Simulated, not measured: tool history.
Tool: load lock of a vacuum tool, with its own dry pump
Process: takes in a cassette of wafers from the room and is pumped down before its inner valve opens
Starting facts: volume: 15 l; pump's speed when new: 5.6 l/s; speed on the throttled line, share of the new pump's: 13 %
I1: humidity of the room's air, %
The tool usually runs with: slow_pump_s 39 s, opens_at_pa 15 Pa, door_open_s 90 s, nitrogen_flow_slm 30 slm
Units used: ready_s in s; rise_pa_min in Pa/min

run 1 hour=0.0 | slow_pump_s=39 opens_at_pa=15 door_open_s=90 nitrogen_flow_slm=30 | I1=47.5 | ready_s=57.5 rise_pa_min=0.026
run 2 hour=245.0 | slow_pump_s=39 opens_at_pa=10 door_open_s=90 nitrogen_flow_slm=30 | I1=48.4 | ready_s=57.7 rise_pa_min=0.033
run 3 hour=443.2 | slow_pump_s=39 opens_at_pa=10 door_open_s=90 nitrogen_flow_slm=7 | I1=43.0 | ready_s=58.7 rise_pa_min=0.059
run 4 hour=756.3 | slow_pump_s=39 opens_at_pa=10 door_open_s=90 nitrogen_flow_slm=7 | I1=43.2 | ready_s=58.5 rise_pa_min=0.055
run 5 hour=940.5 | slow_pump_s=39 opens_at_pa=15 door_open_s=90 nitrogen_flow_slm=30 | I1=41.2 | ready_s=57.3 rise_pa_min=0.023
run 6 hour=1290.5 | slow_pump_s=39 opens_at_pa=15 door_open_s=90 nitrogen_flow_slm=30 | I1=45.3 | ready_s=57.5 rise_pa_min=0.026
run 7 hour=1451.3 | slow_pump_s=39 opens_at_pa=15 door_open_s=90 nitrogen_flow_slm=30 | I1=43.7 | ready_s=57.4 rise_pa_min=0.029
run 8 hour=1758.5 | slow_pump_s=24 opens_at_pa=26 door_open_s=42 nitrogen_flow_slm=30 | I1=47.3 | ready_s=42.7 rise_pa_min=0.022
run 9 hour=1940.3 | slow_pump_s=24 opens_at_pa=26 door_open_s=42 nitrogen_flow_slm=30 | I1=45.1 | ready_s=43.3 rise_pa_min=0.020
run 10 hour=2155.3 | slow_pump_s=24 opens_at_pa=26 door_open_s=42 nitrogen_flow_slm=30 | I1=45.5 | ready_s=42.1 rise_pa_min=0.024
run 11 hour=2332.2 | slow_pump_s=39 opens_at_pa=27 door_open_s=90 nitrogen_flow_slm=44 | I1=42.0 | ready_s=55.7 rise_pa_min=0.022
run 12 hour=2647.4 | slow_pump_s=34 opens_at_pa=10 door_open_s=90 nitrogen_flow_slm=30 | I1=44.0 | ready_s=54.0 rise_pa_min=0.031
run 13 hour=2826.2 | slow_pump_s=34 opens_at_pa=10 door_open_s=90 nitrogen_flow_slm=30 | I1=46.1 | ready_s=54.8 rise_pa_min=0.031

Consider 5 possible next runs. They are alternatives, not a sequence: every one starts from the tool as it was left by run 13. What does each give?
-- hour=2905.2 door's seal changed, seat wiped
run A hour=3119.3 | slow_pump_s=34 opens_at_pa=10 door_open_s=90 nitrogen_flow_slm=5 | I1=48.5 | ready_s=? rise_pa_min=?
-- hour=2905.2 door's seal changed, seat wiped
run B hour=3119.3 | slow_pump_s=23 opens_at_pa=10 door_open_s=90 nitrogen_flow_slm=30 | I1=48.8 | ready_s=? rise_pa_min=?
-- hour=2905.2 door's seal changed, seat wiped
run C hour=3119.3 | slow_pump_s=34 opens_at_pa=19 door_open_s=90 nitrogen_flow_slm=30 | I1=46.4 | ready_s=? rise_pa_min=?
-- hour=2905.2 door's seal changed, seat wiped
run D hour=3119.3 | slow_pump_s=39 opens_at_pa=26 door_open_s=90 nitrogen_flow_slm=30 | I1=45.9 | ready_s=? rise_pa_min=?
-- hour=2905.2 door's seal changed, seat wiped
run E hour=3119.3 | slow_pump_s=22 opens_at_pa=20 door_open_s=90 nitrogen_flow_slm=30 | I1=43.4 | ready_s=? rise_pa_min=?

run=A ready_s=54.3 rise_pa_min=0.063
run=B ready_s=45.3 rise_pa_min=0.028
run=C ready_s=52.1 rise_pa_min=0.034
run=D ready_s=55.8 rise_pa_min=0.031
run=E ready_s=41.5 rise_pa_min=0.029
With no hidden state in the tool, these same runs would have given:
run=A ready_s=54.3 rise_pa_min=0.063
run=B ready_s=45.3 rise_pa_min=0.028
run=C ready_s=52.1 rise_pa_min=0.034
run=D ready_s=55.8 rise_pa_min=0.031
run=E ready_s=41.4 rise_pa_min=0.029
